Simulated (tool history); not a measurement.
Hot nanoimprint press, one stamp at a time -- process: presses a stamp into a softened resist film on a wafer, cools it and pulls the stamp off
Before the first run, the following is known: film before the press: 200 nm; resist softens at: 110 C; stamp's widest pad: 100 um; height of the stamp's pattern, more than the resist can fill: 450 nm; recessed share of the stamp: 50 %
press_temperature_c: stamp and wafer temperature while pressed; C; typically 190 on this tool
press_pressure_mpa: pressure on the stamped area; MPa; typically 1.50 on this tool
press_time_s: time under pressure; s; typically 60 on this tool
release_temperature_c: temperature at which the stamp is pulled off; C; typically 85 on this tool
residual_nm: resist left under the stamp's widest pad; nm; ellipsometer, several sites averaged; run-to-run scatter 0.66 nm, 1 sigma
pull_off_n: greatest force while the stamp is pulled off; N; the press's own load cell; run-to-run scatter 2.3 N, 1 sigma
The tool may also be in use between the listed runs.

run 1 hour=0.0 | press_temperature_c=190 press_pressure_mpa=1.50 press_time_s=60 release_temperature_c=85 | residual_nm=76.2 pull_off_n=103
run 2 hour=7.3 | press_temperature_c=190 press_pressure_mpa=1.50 press_time_s=60 release_temperature_c=85 | residual_nm=75.4 pull_off_n=107
run 3 hour=13.1 | press_temperature_c=190 press_pressure_mpa=1.50 press_time_s=60 release_temperature_c=85 | residual_nm=75.7 pull_off_n=106
run 4 hour=18.2 | press_temperature_c=190 press_pressure_mpa=1.50 press_time_s=60 release_temperature_c=85 | residual_nm=77.3 pull_off_n=110
run 5 hour=27.0 | press_temperature_c=190 press_pressure_mpa=1.50 press_time_s=60 release_temperature_c=85 | residual_nm=74.5 pull_off_n=109
run 6 hour=36.1 | press_temperature_c=190 press_pressure_mpa=1.50 press_time_s=60 release_temperature_c=85 | residual_nm=75.0 pull_off_n=110
run 7 hour=41.7 | press_temperature_c=190 press_pressure_mpa=1.50 press_time_s=60 release_temperature_c=85 | residual_nm=74.7 pull_off_n=110
run 8 hour=50.3 | press_temperature_c=190 press_pressure_mpa=0.97 press_time_s=60 release_temperature_c=85 | residual_nm=92.3 pull_off_n=112
run 9 hour=55.7 | press_temperature_c=190 press_pressure_mpa=0.97 press_time_s=60 release_temperature_c=85 | residual_nm=94.1 pull_off_n=111
run 10 hour=61.5 | press_temperature_c=198 press_pressure_mpa=1.42 press_time_s=60 release_temperature_c=85 | residual_nm=53.4 pull_off_n=113
run 11 hour=70.0 | press_temperature_c=180 press_pressure_mpa=1.50 press_time_s=67 release_temperature_c=85 | residual_nm=114.9 pull_off_n=116
run 12 hour=76.2 | press_temperature_c=201 press_pressure_mpa=2.03 press_time_s=58 release_temperature_c=74 | residual_nm=39.5 pull_off_n=129
run 13 hour=85.1 | press_temperature_c=201 press_pressure_mpa=2.03 press_time_s=98 release_temperature_c=86 | residual_nm=31.5 pull_off_n=115
run 14 hour=91.9 | press_temperature_c=201 press_pressure_mpa=2.03 press_time_s=98 release_temperature_c=86 | residual_nm=32.3 pull_off_n=116

3 options for the next run, each taken on its own from the tool as it stands now. Forecast them:
run A hour=96.1 | press_temperature_c=190 press_pressure_mpa=2.18 press_time_s=60 release_temperature_c=85 | residual_nm=? pull_off_n=?
run B hour=96.1 | press_temperature_c=186 press_pressure_mpa=2.03 press_time_s=98 release_temperature_c=86 | residual_nm=? pull_off_n=?
run C hour=96.1 | press_temperature_c=194 press_pressure_mpa=2.09 press_time_s=98 release_temperature_c=80 | residual_nm=? pull_off_n=?

run=A residual_nm=63.7 pull_off_n=117
run=B residual_nm=66.1 pull_off_n=121
run=C residual_nm=42.9 pull_off_n=121
Stripped of hidden state, with their random variation kept, the same runs would have yielded:
run=A residual_nm=60.5 pull_off_n=102
run=B residual_nm=62.8 pull_off_n=105
run=C residual_nm=40.8 pull_off_n=105
